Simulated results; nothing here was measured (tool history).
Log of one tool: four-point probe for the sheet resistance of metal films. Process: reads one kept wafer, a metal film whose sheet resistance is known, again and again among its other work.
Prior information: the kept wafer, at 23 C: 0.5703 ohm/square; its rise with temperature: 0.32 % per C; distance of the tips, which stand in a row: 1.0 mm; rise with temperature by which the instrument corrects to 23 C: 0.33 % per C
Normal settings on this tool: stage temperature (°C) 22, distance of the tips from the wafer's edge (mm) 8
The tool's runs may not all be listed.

run	hour	stage temperature (°C)	distance of the tips from the wafer's edge (mm)	sheet resistance as the instrument gives it (ohm/square)
1	0	22	8	0.578541
2	52.6	18	8	0.579089
3	139.8	18	8	0.578986
4	240.2	18	8	0.57915
5	347	18	8	0.579401
6	417.7	22	8	0.579184
7	497.5	22	8	0.579408
8	619.9	22	8	0.579649
9	717.7	22	8	0.57979
10	801.7	22	38	0.575066
11	920.7	22	15	0.576507
12	992	22	15	0.576668
13	1070.3	22	8	0.580193
14	1144.5	22	8	0.580301
15	1234.3	22	8	0.58022
16	1339.3	22	8	0.580491
17	1418.4	22	3	0.608027
18	1491.4	22	3	0.607922
19	1547	27	5	0.587835
20	1674.3	34	5	0.587718
21	1779.5	34	5	0.587793
22	1855	34	5	0.588058
23	1965.7	34	5	0.588085
24	2036.7	32	5	0.588202
25	2097.4	32	24	0.576901
26	2196.6	35	8	0.581187
27	2304.2	35	8	0.581416
28	2374.8	24	44	0.577109
29	2484.3	25	44	0.577132
30	2563.7	25	44	0.576836
31	2642.2	31	26	0.577161
32	2762.3	21	20	0.577889
33	2837.4	23	26	0.577363
34	2950.4	23	26	0.577651
35	3038.5	25	66	0.577279
36	3136.9	25	44	0.577595

Not shown: 2 entries that the log had between the listed runs. Between which runs, and how does the tool's hidden state differ before and after?
From run 24 to run 25: stage's thermometer calibrated (hour 2048.5)
  inner tips' distance over the nominal, %: 0.932 -> 0.942; wafer's true temperature over the reading, C: 0.26 -> 0.35
  what was measured, less what the result would be without the hidden state, sheet resistance as the instrument gives it (ohm/square): +0.006337 -> +0.006443
From run 29 to run 30: stage's thermometer calibrated, once more (hour 2537.1)
  inner tips' distance over the nominal, %: 1.015 -> 1.029; tips' flats over new ones', %: 27 -> 28; wafer's true temperature over the reading, C: 0.39 -> 0.01
  what was measured, less what the result would be without the hidden state, sheet resistance as the instrument gives it (ohm/square): +0.006987 -> +0.006384
